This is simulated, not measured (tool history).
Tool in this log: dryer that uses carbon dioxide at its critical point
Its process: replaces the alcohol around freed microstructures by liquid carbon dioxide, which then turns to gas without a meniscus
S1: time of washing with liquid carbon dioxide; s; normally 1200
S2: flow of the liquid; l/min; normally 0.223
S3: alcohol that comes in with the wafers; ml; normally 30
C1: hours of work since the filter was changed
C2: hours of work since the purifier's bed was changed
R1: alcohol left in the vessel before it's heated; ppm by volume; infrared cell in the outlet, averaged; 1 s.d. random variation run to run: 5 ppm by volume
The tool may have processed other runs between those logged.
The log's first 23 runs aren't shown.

run   hour    S1     S2  S3   C1   C2    R1
 24  564.4  1200  0.223  30   93  406    45
 25  582.2  1260  0.372  36  100  413    10
 26  598.7  1260  0.372  36  106  420    19
 27  623.2   720  0.372  36  116  429    41
 28  651.4  1020  0.372  36  127  441    14
 29  680.2  1080  0.372  23  139  452    13
 30  698.4  1080  0.242  23  146  459    56
 31  726.1  1080  0.191  30  157  470   243
 32  760.3  1080  0.191  30  171  484   239
 33  793.7  1080   0.25  55  184  497    85
 34  811.4   900  0.194  55  191  504  1051
 35  833.2   900  0.194  55  200  513  1080
 36  855.9  1200  0.223  38  209  522    75
 37    885  1800  0.223  48  220  533    22
 38  903.6  1200  0.223  41  228  541    91
 39  927.8  1200  0.223  41  237  550   108

Consider 4 possible next runs. They are alternatives, not a sequence: every one starts from the tool as it was left by run 39. What does each give?
  A  954.9  1680   0.28  30  248  561   ?
  B  954.9  1860  0.329  96  248  561   ?
  C  954.9   780  0.179  54  248  561   ?
  D  954.9  1200   0.22  30  248  561   ?

run    R1
  A    21
  B    11
  C  3079
  D    78
The same runs, with their run-to-run variation unchanged, on a tool lacking any hidden condition would have given:
run    R1
  A     7
  B     0
  C  1782
  D    22

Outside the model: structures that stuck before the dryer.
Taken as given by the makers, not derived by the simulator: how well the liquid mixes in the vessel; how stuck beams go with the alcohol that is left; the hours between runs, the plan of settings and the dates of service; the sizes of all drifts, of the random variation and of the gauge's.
